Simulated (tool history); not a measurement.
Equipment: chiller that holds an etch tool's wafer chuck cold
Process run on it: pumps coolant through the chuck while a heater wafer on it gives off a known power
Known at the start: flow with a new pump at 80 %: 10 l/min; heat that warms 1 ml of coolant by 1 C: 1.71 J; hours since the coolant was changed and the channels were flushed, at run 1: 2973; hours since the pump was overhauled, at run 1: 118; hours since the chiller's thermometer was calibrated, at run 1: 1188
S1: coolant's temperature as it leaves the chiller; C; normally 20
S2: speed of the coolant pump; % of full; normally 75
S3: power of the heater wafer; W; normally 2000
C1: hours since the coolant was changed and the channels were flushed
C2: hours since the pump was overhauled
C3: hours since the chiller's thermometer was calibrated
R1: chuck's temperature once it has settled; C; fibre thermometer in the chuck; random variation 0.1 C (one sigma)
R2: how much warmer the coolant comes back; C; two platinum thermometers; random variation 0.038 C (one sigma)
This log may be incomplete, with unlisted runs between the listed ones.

{"run": 1, "hour": 0.0, "S1": 20, "S2": 75, "S3": 2000, "C1": 2973, "C2": 118, "C3": 1188, "R1": 39.9, "R2": 7.62}
{"run": 2, "hour": 35.7, "S1": 20, "S2": 75, "S3": 2000, "C1": 3009, "C2": 154, "C3": 1224, "R1": 39.9, "R2": 7.65}
{"run": 3, "hour": 96.9, "S1": 20, "S2": 75, "S3": 2000, "C1": 3070, "C2": 215, "C3": 1285, "R1": 40, "R2": 7.58}
{"run": 4, "hour": 140.0, "S1": 20, "S2": 75, "S3": 2000, "C1": 3113, "C2": 258, "C3": 1328, "R1": 40.3, "R2": 7.65}
{"run": 5, "hour": 186.8, "S1": 20, "S2": 75, "S3": 2000, "C1": 3160, "C2": 305, "C3": 1375, "R1": 40.2, "R2": 7.64}
{"run": 6, "hour": 223.6, "S1": 20, "S2": 75, "S3": 1978, "C1": 3197, "C2": 342, "C3": 1411, "R1": 40.1, "R2": 7.53}
{"run": 7, "hour": 281.8, "S1": 20, "S2": 75, "S3": 2000, "C1": 3255, "C2": 400, "C3": 1470, "R1": 40.4, "R2": 7.65}
{"run": 8, "hour": 315.1, "S1": 20, "S2": 75, "S3": 2000, "C1": 3288, "C2": 433, "C3": 1503, "R1": 40.2, "R2": 7.73}
{"run": 9, "hour": 367.6, "S1": 20, "S2": 75, "S3": 2090, "C1": 3341, "C2": 486, "C3": 1555, "R1": 41.4, "R2": 8.05}
{"run": 10, "hour": 433.8, "S1": 20, "S2": 75, "S3": 2090, "C1": 3407, "C2": 552, "C3": 1622, "R1": 41.5, "R2": 8.05}
{"run": 11, "hour": 473.8, "S1": 20, "S2": 75, "S3": 2090, "C1": 3447, "C2": 592, "C3": 1662, "R1": 41.6, "R2": 8.04}
{"run": 12, "hour": 519.4, "S1": 20, "S2": 75, "S3": 2090, "C1": 3492, "C2": 638, "C3": 1707, "R1": 41.5, "R2": 8.1}
{"run": 13, "hour": 585.5, "S1": 11, "S2": 77, "S3": 1241, "C1": 3558, "C2": 704, "C3": 1773, "R1": 23.4, "R2": 4.73}
{"hour": 611.0, "done": "coolant changed, channels flushed"}
{"run": 14, "hour": 628.6, "S1": 29, "S2": 88, "S3": 1123, "C1": 18, "C2": 741, "C3": 1810, "R1": 37.3, "R2": 3.61}
{"run": 15, "hour": 678.2, "S1": 11, "S2": 85, "S3": 1949, "C1": 67, "C2": 791, "C3": 1860, "R1": 26.1, "R2": 6.62}
{"run": 16, "hour": 741.3, "S1": 19, "S2": 75, "S3": 1324, "C1": 130, "C2": 854, "C3": 1923, "R1": 30.5, "R2": 5.16}
{"run": 17, "hour": 795.6, "S1": 21, "S2": 75, "S3": 2400, "C1": 185, "C2": 908, "C3": 1977, "R1": 42.1, "R2": 9.3}
{"run": 18, "hour": 853.6, "S1": 29, "S2": 82, "S3": 1063, "C1": 243, "C2": 966, "C3": 2035, "R1": 37.4, "R2": 3.72}
{"run": 19, "hour": 915.5, "S1": 29, "S2": 82, "S3": 1063, "C1": 304, "C2": 1028, "C3": 2097, "R1": 37.6, "R2": 3.78}
{"run": 20, "hour": 972.1, "S1": 14, "S2": 67, "S3": 2088, "C1": 361, "C2": 1085, "C3": 2154, "R1": 34.8, "R2": 9.26}
{"run": 21, "hour": 1013.6, "S1": 25, "S2": 86, "S3": 1542, "C1": 403, "C2": 1126, "C3": 2195, "R1": 37, "R2": 5.16}

Run 22 has not been measured yet. What should we expect?
{"run": 22, "hour": 1061.2, "S1": 11, "S2": 67, "S3": 2000, "C1": 450, "C2": 1174, "C3": 2243, "R1": "?", "R2": "?"}

R1: 30.9 C
R2: 8.91 C
Without the tool's hidden state the same run would have given R1 30.2 C, R2 8.61 C.
